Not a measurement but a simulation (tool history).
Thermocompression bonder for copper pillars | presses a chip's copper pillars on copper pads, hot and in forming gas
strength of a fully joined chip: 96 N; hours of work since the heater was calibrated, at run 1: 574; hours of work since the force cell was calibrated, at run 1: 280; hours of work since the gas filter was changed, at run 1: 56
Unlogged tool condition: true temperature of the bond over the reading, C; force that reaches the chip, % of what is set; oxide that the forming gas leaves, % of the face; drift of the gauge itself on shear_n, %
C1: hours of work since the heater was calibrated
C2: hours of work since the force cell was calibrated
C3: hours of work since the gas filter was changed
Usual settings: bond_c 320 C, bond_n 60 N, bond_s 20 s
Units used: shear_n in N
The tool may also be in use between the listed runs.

run 1 hour=0 | bond_c=320 bond_n=60 bond_s=20 | C1=574 C2=280 C3=56 | shear_n=53.4
run 2 hour=27.9 | bond_c=320 bond_n=60 bond_s=20 | C1=586 C2=292 C3=69 | shear_n=53.1
run 3 hour=54.5 | bond_c=320 bond_n=60 bond_s=20 | C1=598 C2=304 C3=80 | shear_n=52.9
run 4 hour=71.2 | bond_c=320 bond_n=60 bond_s=60 | C1=605 C2=311 C3=88 | shear_n=72.2
run 5 hour=84.9 | bond_c=320 bond_n=60 bond_s=60 | C1=611 C2=317 C3=94 | shear_n=71.3
run 6 hour=104.5 | bond_c=320 bond_n=45 bond_s=60 | C1=620 C2=326 C3=102 | shear_n=61.7
run 7 hour=123.1 | bond_c=320 bond_n=45 bond_s=60 | C1=628 C2=334 C3=110 | shear_n=61.6
run 8 hour=136.6 | bond_c=320 bond_n=60 bond_s=20 | C1=634 C2=340 C3=116 | shear_n=52.8
run 9 hour=158.9 | bond_c=320 bond_n=60 bond_s=10 | C1=643 C2=350 C3=126 | shear_n=41.4
run 10 hour=189.7 | bond_c=308 bond_n=60 bond_s=20 | C1=657 C2=363 C3=139 | shear_n=47.4
run 11 hour=203.1 | bond_c=320 bond_n=60 bond_s=20 | C1=663 C2=369 C3=145 | shear_n=53.2
run 12 hour=229.8 | bond_c=320 bond_n=60 bond_s=16 | C1=674 C2=381 C3=157 | shear_n=48.8
run 13 hour=254.1 | bond_c=313 bond_n=60 bond_s=16 | C1=685 C2=391 C3=168 | shear_n=45.9
run 14 hour=284.3 | bond_c=320 bond_n=60 bond_s=27 | C1=698 C2=405 C3=181 | shear_n=57.8
run 15 hour=300 | bond_c=320 bond_n=60 bond_s=27 | C1=705 C2=411 C3=188 | shear_n=57.6
-- hour=303.8 force cell calibrated
run 16 hour=315.9 | bond_c=320 bond_n=60 bond_s=20 | C1=712 C2=5 C3=194 | shear_n=52.4
run 17 hour=333.6 | bond_c=320 bond_n=60 bond_s=20 | C1=719 C2=13 C3=202 | shear_n=53.1
run 18 hour=351.8 | bond_c=320 bond_n=49 bond_s=20 | C1=727 C2=21 C3=210 | shear_n=45.7
run 19 hour=375.8 | bond_c=320 bond_n=49 bond_s=20 | C1=738 C2=32 C3=220 | shear_n=46
-- hour=389.1 force cell calibrated, once more
run 20 hour=404.1 | bond_c=320 bond_n=60 bond_s=13 | C1=750 C2=7 C3=232 | shear_n=46.4
run 21 hour=418.7 | bond_c=320 bond_n=60 bond_s=20 | C1=756 C2=13 C3=239 | shear_n=52.9
run 22 hour=433.2 | bond_c=316 bond_n=42 bond_s=20 | C1=762 C2=19 C3=245 | shear_n=39.5
-- hour=455.9 forming gas filter changed
run 23 hour=455.9 | bond_c=316 bond_n=42 bond_s=20 | C1=772 C2=29 C3=0 | shear_n=40.5
run 24 hour=480.2 | bond_c=316 bond_n=42 bond_s=20 | C1=783 C2=40 C3=11 | shear_n=40.6
run 25 hour=507.3 | bond_c=341 bond_n=42 bond_s=12 | C1=795 C2=52 C3=23 | shear_n=42.8
run 26 hour=537.5 | bond_c=315 bond_n=83 bond_s=14 | C1=808 C2=65 C3=36 | shear_n=58.5
run 27 hour=558.9 | bond_c=311 bond_n=83 bond_s=14 | C1=817 C2=74 C3=45 | shear_n=56.6
run 28 hour=575.1 | bond_c=311 bond_n=37 bond_s=14 | C1=824 C2=81 C3=52 | shear_n=30.7
run 29 hour=593.6 | bond_c=318 bond_n=45 bond_s=43 | C1=832 C2=89 C3=60 | shear_n=56.5
run 30 hour=610.5 | bond_c=320 bond_n=51 bond_s=47 | C1=840 C2=97 C3=68 | shear_n=63.4
run 31 hour=632.5 | bond_c=320 bond_n=51 bond_s=47 | C1=850 C2=107 C3=77 | shear_n=63.9
run 32 hour=655.2 | bond_c=319 bond_n=75 bond_s=20 | C1=860 C2=116 C3=87 | shear_n=61.6
run 33 hour=679.1 | bond_c=324 bond_n=60 bond_s=20 | C1=870 C2=127 C3=98 | shear_n=56.1

What will run 34 give?
run 34 hour=703.9 | bond_c=339 bond_n=42 bond_s=23 | C1=881 C2=138 C3=109 | shear_n=?

For run 34 the tool returned shear_n 52.7 N.
Without the tool's hidden state the same run would have given shear_n 48.4 N.
